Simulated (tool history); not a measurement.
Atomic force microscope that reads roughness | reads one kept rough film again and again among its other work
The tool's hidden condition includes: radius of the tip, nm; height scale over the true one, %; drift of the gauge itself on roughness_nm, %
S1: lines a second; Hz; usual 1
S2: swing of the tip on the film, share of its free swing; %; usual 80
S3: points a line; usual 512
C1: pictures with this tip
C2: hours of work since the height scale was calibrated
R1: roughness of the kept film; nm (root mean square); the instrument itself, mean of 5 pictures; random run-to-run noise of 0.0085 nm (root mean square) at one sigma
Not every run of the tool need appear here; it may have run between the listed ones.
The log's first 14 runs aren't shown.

run    hour    S1  S2   S3   C1    C2     R1
        843  -- new tip fitted
 15   844.8  2.36  61  512    3   993  2.803
 16   888.8  2.36  61  512   63  1025  2.771
 17   959.5  1.09  72  506  159  1077    2.8
 18  1042.2  1.13  72  860  271  1138  2.787
     1079.8  -- new tip fitted
 19  1128.2     1  78  512   66  1201  2.769
 20  1213.7  3.58  56  745  182  1263  2.792
 21  1262.3  3.58  56  745  248  1299  2.772
 22  1300.1     1  63  512  300  1327  2.818

For run 23, what comes out?
     1318.9  -- new tip fitted
 23  1359.2  0.65  80  453  55  1369   ?

{"run 23": {"R1": 2.796}}
With the hidden condition absent and the run-to-run variation left alone, this run would have shown R1 2.796 nm (root mean square).
